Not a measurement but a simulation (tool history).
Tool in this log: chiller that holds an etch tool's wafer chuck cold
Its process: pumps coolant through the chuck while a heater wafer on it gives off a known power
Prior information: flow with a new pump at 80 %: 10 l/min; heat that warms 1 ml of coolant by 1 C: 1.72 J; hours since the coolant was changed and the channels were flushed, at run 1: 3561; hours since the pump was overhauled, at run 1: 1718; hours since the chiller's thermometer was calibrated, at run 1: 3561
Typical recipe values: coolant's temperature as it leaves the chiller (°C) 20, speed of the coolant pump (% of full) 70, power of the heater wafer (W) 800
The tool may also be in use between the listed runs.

run,hour,coolant's temperature as it leaves the chiller (°C),speed of the coolant pump (% of full),power of the heater wafer (W),hours since the coolant was changed and the channels were flushed,hours since the pump was overhauled,hours since the chiller's thermometer was calibrated,chuck's temperature once it has settled (°C),how much warmer the coolant comes back (C)
1,0,20,70,800,3561,1718,3561,32.1,3.31
2,110.5,20,70,800,3671,1828,3671,32.1,3.34
3,232.4,20,70,800,3793,1950,3793,32,3.38
# hour 362.3: chiller's thermometer calibrated
# hour 394.4: coolant changed, channels flushed
4,401.5,20,70,800,7,2112,33,29.7,3.4
5,535,20,70,800,141,2246,167,29.7,3.45
6,626.6,20,70,800,232,2337,258,29.9,3.43
7,727.2,12,70,800,333,2438,359,21.9,3.41
8,823.9,12,70,800,429,2535,456,22.1,3.46
9,947.8,12,70,800,553,2658,580,22.1,3.47
10,1081.1,12,70,800,687,2792,713,22.2,3.47
11,1217.2,12,70,800,823,2928,849,22.4,3.49
12,1376,15,70,800,982,3087,1008,25.5,3.49
13,1475.7,15,70,800,1081,3186,1107,25.6,3.51
14,1593,15,70,800,1199,3304,1225,25.8,3.53
15,1729.5,15,70,800,1335,3440,1361,25.7,3.57
16,1870.1,15,70,800,1476,3581,1502,25.7,3.6
17,1994.6,20,70,800,1600,3705,1626,31.1,3.63
18,2154.4,18,64,800,1760,3865,1786,29.6,3.98
19,2311.8,11,70,800,1917,4022,1944,22.1,3.61
20,2428.7,11,98,872,2034,4139,2060,21.5,2.88
21,2505.6,24,71,1014,2111,4216,2137,38.3,4.53
22,2634.9,15,71,667,2240,4346,2267,24.6,3.02
23,2793.3,15,71,667,2399,4504,2425,24.8,3.07
24,2875.1,15,71,667,2481,4586,2507,24.8,3.03
25,2948.8,15,71,667,2554,4659,2581,24.9,3.08
26,3020.3,14,90,800,2626,4731,2652,24.5,2.83
27,3103.9,14,65,1097,2710,4815,2736,30.7,5.57
28,3264.7,14,65,1097,2870,4975,2896,30.8,5.57
29,3427.4,20,70,917,3033,5138,3059,33.8,4.31
30,3579.8,27,72,496,3185,5290,3212,34.8,2.23
31,3712.2,22,70,693,3318,5423,3344,32.9,3.35
32,3824.3,25,66,967,3430,5535,3456,40.4,4.91
# hour 3935.3: coolant pump overhauled
33,3955.9,10,65,930,3556,21,3583,23.8,4.03

Table of differences, measured result less the result of that run with no hidden state. Run-to-run variation is the same in both. Gauge scatter possibly is not:
The hidden state here: heat passed by the chuck's channels, % of clean ones'; flow at a given pump speed, % of a new pump's; coolant's true temperature over the reading, C; drift of the gauge itself on chuck_c, C; drift of the gauge itself on warmer_back_c, C.
run,chuck's temperature once it has settled (°C),how much warmer the coolant comes back (C)
1,+2.6,+0.18
2,+2.7,+0.19
3,+2.8,+0.2
4,+0.4,+0.22
5,+0.4,+0.23
6,+0.5,+0.24
7,+0.6,+0.25
8,+0.7,+0.26
9,+0.8,+0.28
10,+0.8,+0.29
11,+1,+0.31
12,+1,+0.32
13,+1.2,+0.34
14,+1.3,+0.35
15,+1.4,+0.37
16,+1.5,+0.39
17,+1.6,+0.41
18,+1.8,+0.47
19,+1.9,+0.44
20,+1.8,+0.36
21,+2.4,+0.59
22,+1.9,+0.4
23,+2,+0.42
24,+2,+0.42
25,+2.1,+0.43
26,+2.2,+0.42
27,+3.4,+0.81
28,+3.5,+0.84
29,+3.1,+0.68
30,+2.1,+0.37
31,+2.8,+0.55
32,+3.8,+0.83
33,+2.5,-0.01

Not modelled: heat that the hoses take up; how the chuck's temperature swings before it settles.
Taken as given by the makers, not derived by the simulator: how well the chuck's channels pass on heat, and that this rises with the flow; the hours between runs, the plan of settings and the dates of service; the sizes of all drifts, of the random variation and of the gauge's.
